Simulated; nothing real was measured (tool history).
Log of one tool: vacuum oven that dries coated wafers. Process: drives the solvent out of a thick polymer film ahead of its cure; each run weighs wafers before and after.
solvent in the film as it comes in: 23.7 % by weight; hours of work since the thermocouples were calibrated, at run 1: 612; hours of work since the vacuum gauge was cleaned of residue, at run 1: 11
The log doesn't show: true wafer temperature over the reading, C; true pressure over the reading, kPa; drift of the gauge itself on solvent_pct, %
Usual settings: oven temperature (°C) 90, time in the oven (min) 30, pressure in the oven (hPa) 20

run,hour,oven temperature (°C),time in the oven (min),pressure in the oven (hPa),hours of work since the thermocouples were calibrated,hours of work since the vacuum gauge was cleaned of residue,solvent left in the film (%)
1,0,90,30,20,612,11,3.99
2,12.9,90,30,52.6,621,20,6.55
3,22.8,90,30,17.6,629,28,3.69
4,31,90,30,17.6,635,34,3.71
5,39.1,90,30,17.6,641,40,3.74
6,44.8,90,27,20,645,44,4.51
7,54.9,90,27,20,653,52,4.49
8,64.7,90,27,20,660,59,4.38
9,72.1,90,27,20,665,65,4.37
10,84.9,90,30,31.9,675,74,4.92
11,93.2,90,30,31.9,681,80,4.87
12,101.2,94,26,25.3,687,86,3.66
# hour 103.3: vacuum gauge cleaned of residue and calibrated
13,112.9,94,26,25.3,695,7,3.65
14,119.1,99,30,16.7,699,12,1.5
15,127.5,92,21,13.5,706,18,4.58
16,141.3,92,21,13.5,716,28,4.6
17,154.8,88,30,13.1,726,38,4.17
# hour 162.5: vacuum gauge cleaned of residue and calibrated, once more
18,169.7,88,30,13.1,736,5,4.26
19,177.3,86,30,39,742,11,7.49

Forecast each of these 5 alternatives for the next run:
A,186,88,25,14.9,748,17,?
B,186,82,30,20,748,17,?
C,186,90,24,47.3,748,17,?
D,186,84,16,11.4,748,17,?
E,186,85,30,39,748,17,?

run,solvent left in the film (%)
A,5.53
B,7.77
C,7.27
D,9.96
E,7.95
Without the tool's hidden state the same runs would have given:
run,solvent left in the film (%)
A,4.99
B,7.17
C,6.73
D,9.4
E,7.37
